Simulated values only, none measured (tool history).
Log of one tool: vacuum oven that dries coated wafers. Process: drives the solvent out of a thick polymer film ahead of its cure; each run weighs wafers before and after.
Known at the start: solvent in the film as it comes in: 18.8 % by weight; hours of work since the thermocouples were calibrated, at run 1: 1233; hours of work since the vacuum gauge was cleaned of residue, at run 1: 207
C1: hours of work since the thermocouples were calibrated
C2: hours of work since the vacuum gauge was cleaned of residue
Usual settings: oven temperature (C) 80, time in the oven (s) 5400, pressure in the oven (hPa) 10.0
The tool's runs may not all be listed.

Run 1, hour 0.0: usual settings; C1 1233; C2 207. Result: solvent left in the film (%) 2.96.
Run 2, hour 69.5: usual settings but time in the oven (s) 4020; C1 1278; C2 252. Result: solvent left in the film (%) 4.35.
Run 3, hour 146.6: usual settings but time in the oven (s) 4020; C1 1327; C2 301. Result: solvent left in the film (%) 4.33.
Run 4, hour 224.3: usual settings; C1 1377; C2 351. Result: solvent left in the film (%) 2.84.
At hour 232.7: oven's thermocouples calibrated.
Run 5, hour 298.0: usual settings but oven temperature (C) 67; C1 42; C2 398. Result: solvent left in the film (%) 6.70.
Run 6, hour 369.9: usual settings but oven temperature (C) 76; C1 88; C2 444. Result: solvent left in the film (%) 4.27.
Run 7, hour 412.3: usual settings but pressure in the oven (hPa) 5.2; C1 116; C2 471. Result: solvent left in the film (%) 3.15.
Run 8, hour 493.1: usual settings but oven temperature (C) 75, time in the oven (s) 3600; C1 168; C2 523. Result: solvent left in the film (%) 6.65.
Run 9, hour 544.3: usual settings but oven temperature (C) 75, time in the oven (s) 3600; C1 201; C2 556. Result: solvent left in the film (%) 6.62.
Run 10, hour 632.2: usual settings but oven temperature (C) 75, time in the oven (s) 3600; C1 257; C2 613. Result: solvent left in the film (%) 6.68.
At hour 639.7: vacuum gauge cleaned of residue and calibrated.
Run 11, hour 705.8: usual settings but oven temperature (C) 95, time in the oven (s) 2940, pressure in the oven (hPa) 34.7; C1 304; C2 43. Result: solvent left in the film (%) 3.39.
Run 12, hour 784.5: usual settings but time in the oven (s) 7140, pressure in the oven (hPa) 18.5; C1 355; C2 93. Result: solvent left in the film (%) 2.45.
Run 13, hour 828.7: usual settings but time in the oven (s) 7140, pressure in the oven (hPa) 18.5; C1 383; C2 122. Result: solvent left in the film (%) 2.43.
Run 14, hour 905.4: usual settings but oven temperature (C) 75, time in the oven (s) 7200, pressure in the oven (hPa) 7.5; C1 433; C2 171. Result: solvent left in the film (%) 2.97.

4 ways to go on from here, each from the tool as it stands after run 14. What would each give?
Run A, hour 989.6: usual settings but oven temperature (C) 84, time in the oven (s) 5280, pressure in the oven (hPa) 31.0; C1 487; C2 225. Result: solvent left in the film (%) ?.
Run B, hour 989.6: usual settings but oven temperature (C) 87, time in the oven (s) 3180, pressure in the oven (hPa) 6.5; C1 487; C2 225. Result: solvent left in the film (%) ?.
Run C, hour 989.6: usual settings but time in the oven (s) 8700, pressure in the oven (hPa) 14.2; C1 487; C2 225. Result: solvent left in the film (%) ?.
Run D, hour 989.6: usual settings but oven temperature (C) 83; C1 487; C2 225. Result: solvent left in the film (%) ?.

run  solvent left in the film (%)
  A                          3.08
  B                          4.11
  C                          1.66
  D                          2.59
Without the tool's hidden state the same runs would have given:
run  solvent left in the film (%)
  A                          3.21
  B                          4.29
  C                          1.66
  D                          2.70
